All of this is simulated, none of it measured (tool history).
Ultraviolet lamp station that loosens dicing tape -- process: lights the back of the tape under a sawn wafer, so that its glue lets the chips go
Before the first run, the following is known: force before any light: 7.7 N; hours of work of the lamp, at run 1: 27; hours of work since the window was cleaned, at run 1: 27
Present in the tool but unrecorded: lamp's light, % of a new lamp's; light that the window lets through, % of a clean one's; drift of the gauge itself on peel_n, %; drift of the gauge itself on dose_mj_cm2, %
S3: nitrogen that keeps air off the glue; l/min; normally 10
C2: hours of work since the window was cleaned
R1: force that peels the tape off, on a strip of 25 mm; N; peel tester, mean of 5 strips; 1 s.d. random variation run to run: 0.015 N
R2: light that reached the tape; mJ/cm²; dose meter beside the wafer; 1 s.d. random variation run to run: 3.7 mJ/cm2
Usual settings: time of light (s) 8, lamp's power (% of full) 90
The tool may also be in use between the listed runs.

Run 1, day 0.000: usual settings; hours of work of the lamp 27; C2 27. Result: R1 0.772 N, R2 592 mJ/cm².
Run 2, day 0.750: usual settings; hours of work of the lamp 41; C2 41. Result: R1 0.779 N, R2 592 mJ/cm².
Run 3, day 2.421: usual settings; hours of work of the lamp 71; C2 71. Result: R1 0.816 N, R2 576 mJ/cm².
Run 4, day 4.058: usual settings; hours of work of the lamp 101; C2 101. Result: R1 0.886 N, R2 562 mJ/cm².
Run 5, day 5.054: usual settings; hours of work of the lamp 119; C2 119. Result: R1 0.897 N, R2 557 mJ/cm².
Run 6, day 6.512: usual settings; hours of work of the lamp 146; C2 146. Result: R1 0.921 N, R2 536 mJ/cm².
Run 7, day 7.938: usual settings but lamp's power (% of full) 81; hours of work of the lamp 172; C2 172. Result: R1 1.152 N, R2 476 mJ/cm².
Run 8, day 9.275: usual settings; hours of work of the lamp 196; C2 196. Result: R1 1.005 N, R2 517 mJ/cm².
Run 9, day 10.250: usual settings; hours of work of the lamp 214; C2 214. Result: R1 1.008 N, R2 507 mJ/cm².
Run 10, day 11.512: usual settings but S3 6 l/min; hours of work of the lamp 237; C2 237. Result: R1 1.492 N, R2 501 mJ/cm².
Run 11, day 12.321: usual settings but lamp's power (% of full) 62; hours of work of the lamp 252; C2 252. Result: R1 1.948 N, R2 335 mJ/cm².
Run 12, day 13.538: usual settings but S3 3 l/min; hours of work of the lamp 274; C2 274. Result: R1 2.245 N, R2 487 mJ/cm².
Run 13, day 14.900: usual settings but S3 8 l/min; hours of work of the lamp 299; C2 299. Result: R1 1.350 N, R2 471 mJ/cm².
Run 14, day 16.046: usual settings but S3 8 l/min; hours of work of the lamp 320; C2 320. Result: R1 1.389 N, R2 461 mJ/cm².
Run 15, day 17.288: usual settings; hours of work of the lamp 343; C2 343. Result: R1 1.246 N, R2 452 mJ/cm².
Run 16, day 18.558: usual settings but time of light (s) 6, S3 11 l/min; hours of work of the lamp 366; C2 366. Result: R1 1.853 N, R2 339 mJ/cm².
Run 17, day 20.288: usual settings but time of light (s) 6, S3 11 l/min; hours of work of the lamp 397; C2 397. Result: R1 1.923 N, R2 325 mJ/cm².
Run 18, day 21.479: usual settings but time of light (s) 6, S3 11 l/min; hours of work of the lamp 419; C2 419. Result: R1 1.951 N, R2 320 mJ/cm².
Run 19, day 23.154: usual settings but time of light (s) 6, S3 11 l/min; hours of work of the lamp 450; C2 450. Result: R1 2.123 N, R2 310 mJ/cm².
Run 20, day 24.471: usual settings but time of light (s) 6, S3 11 l/min; hours of work of the lamp 474; C2 474. Result: R1 2.177 N, R2 303 mJ/cm².
Run 21, day 25.579: usual settings but time of light (s) 12, S3 8 l/min; hours of work of the lamp 494; C2 494. Result: R1 0.949 N, R2 598 mJ/cm².
Run 22, day 27.217: usual settings but time of light (s) 9, S3 12 l/min; hours of work of the lamp 524; C2 524. Result: R1 1.204 N, R2 431 mJ/cm².
Run 23, day 28.250: usual settings but time of light (s) 4, lamp's power (% of full) 63, S3 11 l/min; hours of work of the lamp 543; C2 543. Result: R1 4.339 N, R2 133 mJ/cm².
Run 24, day 29.362: usual settings but time of light (s) 4, lamp's power (% of full) 63, S3 11 l/min; hours of work of the lamp 563; C2 563. Result: R1 4.423 N, R2 130 mJ/cm².
Run 25, day 30.533: usual settings but time of light (s) 4, lamp's power (% of full) 63, S3 11 l/min; hours of work of the lamp 585; C2 585. Result: R1 4.361 N, R2 126 mJ/cm².
Run 26, day 31.554: usual settings but time of light (s) 4, lamp's power (% of full) 63, S3 11 l/min; hours of work of the lamp 603; C2 603. Result: R1 4.521 N, R2 126 mJ/cm².
Run 27, day 32.900: usual settings but time of light (s) 10, lamp's power (% of full) 85, S3 11 l/min; hours of work of the lamp 628; C2 628. Result: R1 1.362 N, R2 408 mJ/cm².
Run 28, day 34.500: usual settings but lamp's power (% of full) 82; hours of work of the lamp 657; C2 657. Result: R1 2.165 N, R2 303 mJ/cm².
At day 34.658: lamp changed.
At day 35.567: window cleaned of glue's vapour.
Run 29, day 36.112: usual settings but time of light (s) 16, lamp's power (% of full) 80, S3 9 l/min; hours of work of the lamp 26; C2 10. Result: R1 0.276 N, R2 1061 mJ/cm².

Alternative continuations, all from the tool just after run 29; predict every row:
Run A, day 37.367: usual settings but time of light (s) 16, lamp's power (% of full) 91, S3 9 l/min; hours of work of the lamp 49; C2 33. Result: R1 ?, R2 ?.
Run B, day 37.367: usual settings but time of light (s) 7, lamp's power (% of full) 89, S3 5 l/min; hours of work of the lamp 49; C2 33. Result: R1 ?, R2 ?.
Run C, day 37.367: usual settings but lamp's power (% of full) 70, S3 15 l/min; hours of work of the lamp 49; C2 33. Result: R1 ?, R2 ?.
Run D, day 37.367: usual settings but lamp's power (% of full) 62, S3 6 l/min; hours of work of the lamp 49; C2 33. Result: R1 ?, R2 ?.

run     R1    R2
  A  0.239  1185
  B  1.651   506
  C  0.980   455
  D  1.976   404
Take away the tool's hidden state, keep each run's random variation, and the runs would have read:
run     R1    R2
  A  0.228  1236
  B  1.551   528
  C  0.907   475
  D  1.870   421
